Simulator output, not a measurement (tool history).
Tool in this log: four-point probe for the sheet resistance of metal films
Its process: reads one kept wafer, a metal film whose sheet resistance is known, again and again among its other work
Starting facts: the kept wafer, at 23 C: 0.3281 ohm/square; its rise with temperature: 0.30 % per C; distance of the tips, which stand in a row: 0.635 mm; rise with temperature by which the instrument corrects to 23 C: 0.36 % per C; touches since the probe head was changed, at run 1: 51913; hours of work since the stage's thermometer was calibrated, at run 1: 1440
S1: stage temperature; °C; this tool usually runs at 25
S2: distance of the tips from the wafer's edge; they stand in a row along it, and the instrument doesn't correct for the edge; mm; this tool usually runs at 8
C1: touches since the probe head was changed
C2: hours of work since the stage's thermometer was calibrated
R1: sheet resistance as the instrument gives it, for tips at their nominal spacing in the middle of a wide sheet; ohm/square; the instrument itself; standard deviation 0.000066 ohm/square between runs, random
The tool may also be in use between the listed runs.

run 1 hour=0.0 | S1=25 S2=8 | C1=51913 C2=1440 | R1=0.327537
run 2 hour=58.0 | S1=30 S2=8 | C1=54977 C2=1481 | R1=0.326584
run 3 hour=121.2 | S1=25 S2=18 | C1=58312 C2=1526 | R1=0.326424
run 4 hour=169.0 | S1=20 S2=18 | C1=60834 C2=1560 | R1=0.326994
run 5 hour=246.5 | S1=20 S2=18 | C1=64922 C2=1615 | R1=0.326848
run 6 hour=310.6 | S1=25 S2=6 | C1=68307 C2=1660 | R1=0.327735
run 7 hour=392.4 | S1=25 S2=6 | C1=72625 C2=1718 | R1=0.327534
run 8 hour=480.9 | S1=25 S2=8 | C1=77297 C2=1781 | R1=0.326526
run 9 hour=539.1 | S1=21 S2=8 | C1=80367 C2=1822 | R1=0.327144
run 10 hour=624.1 | S1=21 S2=8 | C1=84854 C2=1882 | R1=0.326967
run 11 hour=690.5 | S1=21 S2=8 | C1=88361 C2=1930 | R1=0.326638
run 12 hour=749.5 | S1=21 S2=8 | C1=91474 C2=1971 | R1=0.326653
run 13 hour=807.1 | S1=25 S2=5 | C1=94514 C2=2012 | R1=0.327514
run 14 hour=893.0 | S1=25 S2=5 | C1=99050 C2=2073 | R1=0.327396
run 15 hour=969.3 | S1=25 S2=5 | C1=103076 C2=2127 | R1=0.327120
-- hour=978.9 stage's thermometer calibrated
run 16 hour=1057.8 | S1=25 S2=15 | C1=107724 C2=56 | R1=0.324181
run 17 hour=1101.9 | S1=26 S2=8 | C1=110048 C2=87 | R1=0.324801
run 18 hour=1175.7 | S1=26 S2=8 | C1=113945 C2=139 | R1=0.324524
-- hour=1208.7 stage's thermometer calibrated, once more
run 19 hour=1240.5 | S1=26 S2=8 | C1=117338 C2=23 | R1=0.325187
-- hour=1249.6 new probe head fitted
run 20 hour=1319.4 | S1=26 S2=8 | C1=3688 C2=78 | R1=0.329420
run 21 hour=1408.2 | S1=25 S2=8 | C1=8376 C2=141 | R1=0.329179
run 22 hour=1460.9 | S1=25 S2=7 | C1=11155 C2=178 | R1=0.329521
run 23 hour=1529.1 | S1=25 S2=7 | C1=14758 C2=226 | R1=0.329375
run 24 hour=1632.4 | S1=27 S2=22 | C1=20207 C2=300 | R1=0.327454
run 25 hour=1733.2 | S1=28 S2=71 | C1=25527 C2=371 | R1=0.327153
run 26 hour=1803.2 | S1=27 S2=21 | C1=29225 C2=421 | R1=0.327285
run 27 hour=1866.3 | S1=27 S2=21 | C1=32555 C2=465 | R1=0.327000
run 28 hour=1939.4 | S1=27 S2=21 | C1=36412 C2=517 | R1=0.327010
run 29 hour=2037.2 | S1=27 S2=31 | C1=41575 C2=587 | R1=0.326514
run 30 hour=2108.4 | S1=22 S2=21 | C1=45332 C2=637 | R1=0.327432
run 31 hour=2185.6 | S1=19 S2=29 | C1=49410 C2=692 | R1=0.327705
run 32 hour=2291.8 | S1=22 S2=5 | C1=55017 C2=767 | R1=0.329744
run 33 hour=2352.6 | S1=25 S2=5 | C1=58225 C2=810 | R1=0.329010
run 34 hour=2419.4 | S1=25 S2=24 | C1=61749 C2=857 | R1=0.326199
run 35 hour=2506.8 | S1=26 S2=40 | C1=66364 C2=919 | R1=0.325798
run 36 hour=2551.8 | S1=26 S2=40 | C1=68738 C2=951 | R1=0.325731
run 37 hour=2608.9 | S1=29 S2=68 | C1=71752 C2=992 | R1=0.325178
run 38 hour=2678.6 | S1=21 S2=8 | C1=75430 C2=1041 | R1=0.327398
run 39 hour=2770.6 | S1=28 S2=3 | C1=80286 C2=1106 | R1=0.332616
run 40 hour=2874.9 | S1=26 S2=28 | C1=85794 C2=1180 | R1=0.325116
run 41 hour=2932.8 | S1=26 S2=4 | C1=88847 C2=1221 | R1=0.329307
run 42 hour=3032.4 | S1=25 S2=8 | C1=94108 C2=1292 | R1=0.325877
run 43 hour=3113.2 | S1=25 S2=8 | C1=98370 C2=1349 | R1=0.325763
run 44 hour=3175.4 | S1=22 S2=35 | C1=101652 C2=1393 | R1=0.324969
run 45 hour=3255.1 | S1=22 S2=5 | C1=105861 C2=1450 | R1=0.327683

Hidden state or all else? Some run-to-run changes of R1, split into what the settings, what came in and random variation would give without the hidden state, and what is left for the hidden state (with any gauge scatter that isn't in both results):
What the log doesn't record here: inner tips' distance over the nominal, %; tips' flats over new ones', %; wafer's true temperature over the reading, C; drift of the gauge itself on sheet_ohm, %.
Run 15 -> 16: S2 5 -> 15, stage's thermometer calibrated. R1 -0.002939 ohm/square: hidden state -0.000412, all else -0.002527.
Run 18 -> 19: stage's thermometer calibrated, once more. R1 +0.000663 ohm/square: hidden state +0.000547, all else +0.000116.
Run 19 -> 20: new probe head fitted. R1 +0.004233 ohm/square: hidden state +0.004156, all else +0.000077.
Run 38 -> 39: S1 21 -> 28, S2 8 -> 3. R1 +0.005218 ohm/square: hidden state -0.000232, all else +0.005450.
Run 39 -> 40: S1 28 -> 26, S2 3 -> 28. R1 -0.007500 ohm/square: hidden state -0.000148, all else -0.007352.
